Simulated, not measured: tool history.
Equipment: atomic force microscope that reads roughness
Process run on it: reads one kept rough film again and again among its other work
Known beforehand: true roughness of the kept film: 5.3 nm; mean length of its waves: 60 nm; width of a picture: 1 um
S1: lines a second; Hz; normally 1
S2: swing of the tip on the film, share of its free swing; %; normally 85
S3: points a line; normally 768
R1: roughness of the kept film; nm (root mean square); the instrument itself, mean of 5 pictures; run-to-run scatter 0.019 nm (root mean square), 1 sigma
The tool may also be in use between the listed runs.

{"run": 1, "hour": 0.0, "S1": 1, "S2": 85, "S3": 768, "R1": 4.591}
{"run": 2, "hour": 9.2, "S1": 1, "S2": 85, "S3": 768, "R1": 4.561}
{"run": 3, "hour": 17.5, "S1": 1, "S2": 85, "S3": 768, "R1": 4.572}
{"run": 4, "hour": 26.4, "S1": 1, "S2": 85, "S3": 287, "R1": 4.522}
{"run": 5, "hour": 42.3, "S1": 1, "S2": 85, "S3": 760, "R1": 4.528}
{"run": 6, "hour": 60.9, "S1": 1, "S2": 57, "S3": 768, "R1": 4.825}
{"hour": 62.8, "done": "height scale calibrated on a step standard"}
{"run": 7, "hour": 73.4, "S1": 1, "S2": 57, "S3": 493, "R1": 4.808}
{"hour": 80.1, "done": "new tip fitted"}
{"run": 8, "hour": 85.4, "S1": 1, "S2": 57, "S3": 493, "R1": 5.048}
{"run": 9, "hour": 96.2, "S1": 0.5, "S2": 85, "S3": 632, "R1": 4.917}
{"run": 10, "hour": 105.7, "S1": 0.5, "S2": 85, "S3": 632, "R1": 4.849}
{"run": 11, "hour": 123.6, "S1": 0.94, "S2": 73, "S3": 729, "R1": 4.841}

What if the next run were any one of these 3? Each begins from the tool's condition after run 11:
{"hour": 136.7, "done": "height scale calibrated on a step standard, once more"}
{"run": "A", "hour": 142.0, "S1": 0.75, "S2": 65, "S3": 404, "R1": "?"}
{"hour": 136.7, "done": "height scale calibrated on a step standard, once more"}
{"run": "B", "hour": 142.0, "S1": 0.94, "S2": 66, "S3": 729, "R1": "?"}
{"hour": 136.7, "done": "height scale calibrated on a step standard, once more"}
{"run": "C", "hour": 142.0, "S1": 1, "S2": 85, "S3": 483, "R1": "?"}

run=A R1=4.949
run=B R1=4.912
run=C R1=4.658
Without the tool's hidden state the same runs would have given:
run=A R1=5.036
run=B R1=4.998
run=C R1=4.739

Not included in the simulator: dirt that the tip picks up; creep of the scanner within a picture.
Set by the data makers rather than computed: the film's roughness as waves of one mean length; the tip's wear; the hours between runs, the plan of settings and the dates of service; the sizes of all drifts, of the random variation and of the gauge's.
